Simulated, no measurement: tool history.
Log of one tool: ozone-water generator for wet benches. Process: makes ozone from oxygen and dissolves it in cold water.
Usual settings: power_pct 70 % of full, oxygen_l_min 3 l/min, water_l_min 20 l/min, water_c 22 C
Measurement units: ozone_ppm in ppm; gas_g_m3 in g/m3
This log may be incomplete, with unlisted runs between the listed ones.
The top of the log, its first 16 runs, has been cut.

run	hour	power_pct	oxygen_l_min	water_l_min	water_c	ozone_ppm	gas_g_m3
17	393.1	70	3	20	22	16.6	222.6
18	427.5	70	3	13	16	25.1	222.5
19	443.5	70	2.3	20	30	14.5	244.5
20	468.2	63	1.5	20	30	11.5	265.5
21	498.8	76	2.98	20	15	19.5	240.1
22	516.7	76	2.98	20	15	19.3	240.3
23	544.8	76	2.98	25	22	14.9	237.8
24	572	78	3.84	20	28	18.1	219.7
25	604.5	78	3.84	20	28	17.9	219.3
26	635.4	78	3.84	20	28	18.1	219.1
27	658.6	78	3.84	20	28	17.8	219.7
28	694	78	3.84	20	28	17.8	217.4
29	722.5	78	3.84	20	28	18.1	218.2
30	738	78	3.84	20	28	18.1	219.8
31	766.7	70	3.09	24	16	15.3	215.6
32	792.8	70	3.29	12	17	26.8	211

Alternative continuations, all from the tool just after run 32; predict every row:
A	827.6	58	2.28	20	22	?	?
B	827.6	70	2.36	14	17	?	?
C	827.6	51	3.07	12	17	?	?

run	ozone_ppm	gas_g_m3
A	12.8	204
B	22.5	239.5
C	19.4	161.1
With the hidden condition removed and each run's random variation left untouched, the same runs would have given:
run	ozone_ppm	gas_g_m3
A	12.9	208.7
B	22.5	245.1
C	19.4	164.8

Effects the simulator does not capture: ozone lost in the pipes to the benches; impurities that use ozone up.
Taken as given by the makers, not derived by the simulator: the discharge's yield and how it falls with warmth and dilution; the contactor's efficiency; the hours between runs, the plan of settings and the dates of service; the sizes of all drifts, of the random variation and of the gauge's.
